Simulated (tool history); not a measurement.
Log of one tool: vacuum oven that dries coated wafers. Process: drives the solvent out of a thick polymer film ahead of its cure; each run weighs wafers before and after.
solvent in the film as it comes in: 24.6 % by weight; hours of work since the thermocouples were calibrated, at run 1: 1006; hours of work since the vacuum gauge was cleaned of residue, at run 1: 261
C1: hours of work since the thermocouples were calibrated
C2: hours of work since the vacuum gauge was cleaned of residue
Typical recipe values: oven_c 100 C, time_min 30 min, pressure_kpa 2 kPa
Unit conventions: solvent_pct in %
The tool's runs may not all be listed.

{"run": 1, "hour": 0.0, "oven_c": 100, "time_min": 30, "pressure_kpa": 2, "C1": 1006, "C2": 261, "solvent_pct": 2.31}
{"run": 2, "hour": 60.0, "oven_c": 100, "time_min": 30, "pressure_kpa": 2, "C1": 1052, "C2": 307, "solvent_pct": 2.29}
{"run": 3, "hour": 101.8, "oven_c": 100, "time_min": 48, "pressure_kpa": 2, "C1": 1084, "C2": 339, "solvent_pct": 0.93}
{"run": 4, "hour": 161.6, "oven_c": 100, "time_min": 48, "pressure_kpa": 2, "C1": 1130, "C2": 385, "solvent_pct": 0.91}
{"run": 5, "hour": 220.6, "oven_c": 97, "time_min": 48, "pressure_kpa": 2, "C1": 1175, "C2": 430, "solvent_pct": 1.23}
{"run": 6, "hour": 256.9, "oven_c": 97, "time_min": 48, "pressure_kpa": 5.74, "C1": 1203, "C2": 458, "solvent_pct": 2.19}
{"run": 7, "hour": 298.0, "oven_c": 97, "time_min": 42, "pressure_kpa": 1.81, "C1": 1234, "C2": 489, "solvent_pct": 1.51}
{"run": 8, "hour": 360.8, "oven_c": 97, "time_min": 42, "pressure_kpa": 1.81, "C1": 1282, "C2": 537, "solvent_pct": 1.49}
{"run": 9, "hour": 433.5, "oven_c": 97, "time_min": 42, "pressure_kpa": 1.81, "C1": 1338, "C2": 593, "solvent_pct": 1.52}
{"run": 10, "hour": 485.2, "oven_c": 97, "time_min": 42, "pressure_kpa": 1.39, "C1": 1378, "C2": 632, "solvent_pct": 1.43}

What if the next run were any one of these 4? Each begins from the tool's condition after run 10:
{"run": "A", "hour": 515.5, "oven_c": 86, "time_min": 46, "pressure_kpa": 7.39, "C1": 1401, "C2": 656, "solvent_pct": "?"}
{"run": "B", "hour": 515.5, "oven_c": 100, "time_min": 31, "pressure_kpa": 1.09, "C1": 1401, "C2": 656, "solvent_pct": "?"}
{"run": "C", "hour": 515.5, "oven_c": 113, "time_min": 17, "pressure_kpa": 2.46, "C1": 1401, "C2": 656, "solvent_pct": "?"}
{"run": "D", "hour": 515.5, "oven_c": 96, "time_min": 48, "pressure_kpa": 1.23, "C1": 1401, "C2": 656, "solvent_pct": "?"}

run=A solvent_pct=5.26
run=B solvent_pct=1.96
run=C solvent_pct=2.55
run=D solvent_pct=1.11
Take away the tool's hidden state, keep each run's random variation, and the runs would have read:
run=A solvent_pct=5.28
run=B solvent_pct=1.97
run=C solvent_pct=2.57
run=D solvent_pct=1.12

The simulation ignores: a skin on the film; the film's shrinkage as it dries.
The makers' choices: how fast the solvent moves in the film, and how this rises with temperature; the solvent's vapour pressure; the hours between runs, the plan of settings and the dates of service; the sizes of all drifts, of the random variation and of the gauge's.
